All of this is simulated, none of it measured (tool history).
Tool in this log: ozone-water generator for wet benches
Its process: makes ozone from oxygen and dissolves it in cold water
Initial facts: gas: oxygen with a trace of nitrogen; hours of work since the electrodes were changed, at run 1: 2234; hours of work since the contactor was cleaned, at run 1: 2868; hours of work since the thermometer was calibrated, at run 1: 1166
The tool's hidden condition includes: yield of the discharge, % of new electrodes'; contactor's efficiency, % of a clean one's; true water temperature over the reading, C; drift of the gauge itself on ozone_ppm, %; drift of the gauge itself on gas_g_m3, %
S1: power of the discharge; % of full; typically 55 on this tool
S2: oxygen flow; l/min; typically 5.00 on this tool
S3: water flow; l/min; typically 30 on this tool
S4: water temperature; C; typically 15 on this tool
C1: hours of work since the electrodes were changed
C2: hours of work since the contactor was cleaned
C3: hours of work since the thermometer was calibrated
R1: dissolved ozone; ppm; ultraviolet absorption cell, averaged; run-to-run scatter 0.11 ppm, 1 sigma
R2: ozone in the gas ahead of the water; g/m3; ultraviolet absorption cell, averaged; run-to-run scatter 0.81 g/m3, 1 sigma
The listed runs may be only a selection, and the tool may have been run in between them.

run 1 hour=0.0 | S1=55 S2=5.00 S3=30 S4=15 | C1=2234 C2=2868 C3=1166 | R1=10.6 R2=123.8
run 2 hour=62.4 | S1=55 S2=5.00 S3=30 S4=15 | C1=2272 C2=2906 C3=1204 | R1=10.5 R2=124.0
run 3 hour=124.6 | S1=55 S2=5.00 S3=30 S4=11 | C1=2310 C2=2944 C3=1242 | R1=10.9 R2=123.3
run 4 hour=169.5 | S1=55 S2=2.81 S3=30 S4=11 | C1=2337 C2=2971 C3=1270 | R1=9.5 R2=169.1
run 5 hour=220.9 | S1=55 S2=5.00 S3=30 S4=15 | C1=2368 C2=3003 C3=1301 | R1=10.3 R2=123.9
run 6 hour=299.3 | S1=55 S2=5.00 S3=30 S4=15 | C1=2416 C2=3051 C3=1349 | R1=10.6 R2=123.5
run 7 hour=385.5 | S1=55 S2=5.00 S3=30 S4=15 | C1=2469 C2=3103 C3=1402 | R1=10.5 R2=122.2
run 8 hour=470.2 | S1=55 S2=5.00 S3=30 S4=15 | C1=2521 C2=3155 C3=1454 | R1=10.6 R2=124.4
run 9 hour=560.6 | S1=55 S2=5.00 S3=30 S4=15 | C1=2576 C2=3210 C3=1509 | R1=10.3 R2=122.0
run 10 hour=633.1 | S1=55 S2=5.00 S3=30 S4=15 | C1=2620 C2=3254 C3=1553 | R1=10.4 R2=121.8
run 11 hour=703.5 | S1=55 S2=5.00 S3=30 S4=15 | C1=2663 C2=3298 C3=1596 | R1=10.4 R2=122.3
run 12 hour=750.3 | S1=55 S2=5.00 S3=30 S4=15 | C1=2692 C2=3326 C3=1625 | R1=10.3 R2=123.1
run 13 hour=843.6 | S1=55 S2=5.00 S3=30 S4=15 | C1=2749 C2=3383 C3=1682 | R1=10.3 R2=122.5
run 14 hour=936.8 | S1=55 S2=5.00 S3=36 S4=15 | C1=2806 C2=3440 C3=1739 | R1=8.7 R2=122.2
run 15 hour=992.4 | S1=55 S2=5.00 S3=36 S4=15 | C1=2840 C2=3474 C3=1773 | R1=8.8 R2=123.5
run 16 hour=1064.1 | S1=62 S2=3.90 S3=30 S4=15 | C1=2884 C2=3518 C3=1816 | R1=10.8 R2=150.6
run 17 hour=1153.1 | S1=49 S2=3.90 S3=27 S4=16 | C1=2938 C2=3572 C3=1871 | R1=10.4 R2=130.4
run 18 hour=1222.9 | S1=55 S2=5.99 S3=23 S4=15 | C1=2981 C2=3615 C3=1914 | R1=13.1 R2=111.4
run 19 hour=1308.1 | S1=62 S2=5.99 S3=29 S4=14 | C1=3033 C2=3667 C3=1966 | R1=11.7 R2=118.8
run 20 hour=1399.8 | S1=55 S2=4.06 S3=30 S4=12 | C1=3089 C2=3723 C3=2022 | R1=10.3 R2=137.1
run 21 hour=1439.7 | S1=55 S2=3.40 S3=30 S4=11 | C1=3113 C2=3747 C3=2046 | R1=9.9 R2=149.5
run 22 hour=1486.2 | S1=70 S2=5.00 S3=45 S4=15 | C1=3142 C2=3776 C3=2074 | R1=8.0 R2=140.0
run 23 hour=1575.2 | S1=87 S2=4.22 S3=22 S4=9 | C1=3196 C2=3830 C3=2129 | R1=18.8 R2=175.4

Forecast each of these 3 alternatives for the next run:
run A hour=1617.9 | S1=91 S2=5.00 S3=30 S4=15 | C1=3222 C2=3856 C3=2155 | R1=? R2=?
run B hour=1617.9 | S1=87 S2=4.93 S3=22 S4=9 | C1=3222 C2=3856 C3=2155 | R1=? R2=?
run C hour=1617.9 | S1=40 S2=8.03 S3=22 S4=9 | C1=3222 C2=3856 C3=2155 | R1=? R2=?

run=A R1=14.0 R2=164.7
run=B R1=19.2 R2=161.0
run=C R1=12.3 R2=77.4
Without the tool's hidden state the same runs would have given:
run=A R1=15.5 R2=174.6
run=B R1=21.0 R2=170.6
run=C R1=13.2 R2=80.0

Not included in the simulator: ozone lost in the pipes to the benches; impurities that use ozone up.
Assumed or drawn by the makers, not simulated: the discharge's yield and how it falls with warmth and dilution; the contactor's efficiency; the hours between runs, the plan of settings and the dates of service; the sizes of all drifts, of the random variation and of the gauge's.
